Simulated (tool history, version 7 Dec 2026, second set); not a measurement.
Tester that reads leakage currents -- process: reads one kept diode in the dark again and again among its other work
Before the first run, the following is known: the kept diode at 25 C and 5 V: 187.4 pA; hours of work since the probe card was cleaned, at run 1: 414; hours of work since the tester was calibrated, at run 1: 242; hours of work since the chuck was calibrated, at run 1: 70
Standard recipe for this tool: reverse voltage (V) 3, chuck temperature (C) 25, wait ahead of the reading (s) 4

| run | hour | reverse voltage (V) | chuck temperature (C) | wait ahead of the reading (s) | hours of work since the probe card was cleaned | hours of work since the tester was calibrated | hours of work since the chuck was calibrated | current that the tester gives (pA) |
|---|---|---|---|---|---|---|---|---|
| 1 | 0 | 3 | 25 | 4 | 414 | 242 | 70 | 145.47 |
| 2 | 287.7 | 1.99 | 25 | 4 | 628 | 457 | 285 | 111.33 |
| 3 | 425.9 | 3 | 25 | 1.17 | 731 | 560 | 388 | 133.87 |
| 4 | 621.2 | 3 | 25 | 1.17 | 877 | 705 | 533 | 128.12 |
|  | 838.4 | chuck's temperature calibrated |
| 5 | 891.6 | 4.84 | 25 | 4 | 1077 | 905 | 40 | 190.12 |
| 6 | 1176.6 | 4.84 | 25 | 4 | 1290 | 1118 | 252 | 179.12 |
|  | 1202.8 | tester calibrated |
| 7 | 1298.6 | 4.84 | 25 | 4 | 1379 | 71 | 342 | 176.34 |
| 8 | 1436.3 | 3 | 22 | 4 | 1482 | 174 | 444 | 101.81 |
| 9 | 1591.1 | 3 | 22 | 4 | 1597 | 290 | 560 | 98.27 |
| 10 | 1722.6 | 3 | 25 | 4 | 1695 | 388 | 658 | 126.12 |
|  | 1766.6 | chuck's temperature calibrated |
| 11 | 1857.1 | 3 | 25 | 1.56 | 1794 | 486 | 67 | 150.02 |
|  | 1966.2 | tester calibrated, once more |
| 12 | 2118.1 | 3 | 25 | 1.56 | 1987 | 113 | 261 | 138.37 |
| 13 | 2328.9 | 3 | 25 | 1.56 | 2144 | 270 | 418 | 131.67 |
| 14 | 2609.9 | 2.86 | 25 | 0.51 | 2354 | 480 | 627 | 122.87 |
|  | 2704.4 | chuck's temperature calibrated |
| 15 | 2807.5 | 8.99 | 32 | 4 | 2500 | 626 | 77 | 488.41 |
| 16 | 2975 | 8.31 | 57 | 4 | 2625 | 751 | 202 | 3431.37 |
| 17 | 3093.8 | 1.43 | 29 | 0.43 | 2713 | 839 | 290 | 137.53 |
|  | 3231.4 | probe card cleaned and baked |
| 18 | 3314.8 | 7.37 | 39 | 0.43 | 62 | 1002 | 453 | 704.85 |
| 19 | 3529.4 | 3.04 | 39 | 0.43 | 222 | 1162 | 613 | 427.46 |
|  | 3646.9 | chuck's temperature calibrated |
| 20 | 3704.2 | 3.04 | 37 | 0.59 | 351 | 1291 | 43 | 420.41 |
| 21 | 3869.7 | 5.04 | 45 | 0.59 | 474 | 1414 | 166 | 1027.92 |

Alternative continuations, all from the tool just after run 21; predict every row:
| A | 4035.4 | 1.6 | 21 | 7.29 | 598 | 1538 | 290 | ? |
| B | 4035.4 | 3 | 25 | 4.88 | 598 | 1538 | 290 | ? |
| C | 4035.4 | 1.61 | 25 | 4 | 598 | 1538 | 290 | ? |
| D | 4035.4 | 4.23 | 26 | 1.42 | 598 | 1538 | 290 | ? |

| run | current that the tester gives (pA) |
|---|---|
| A | 66.33 |
| B | 132.81 |
| C | 97.2 |
| D | 173.75 |
Had the tool no hidden state, the same runs would have come out as:
| run | current that the tester gives (pA) |
|---|---|
| A | 72.68 |
| B | 145.2 |
| C | 106.65 |
| D | 189.57 |

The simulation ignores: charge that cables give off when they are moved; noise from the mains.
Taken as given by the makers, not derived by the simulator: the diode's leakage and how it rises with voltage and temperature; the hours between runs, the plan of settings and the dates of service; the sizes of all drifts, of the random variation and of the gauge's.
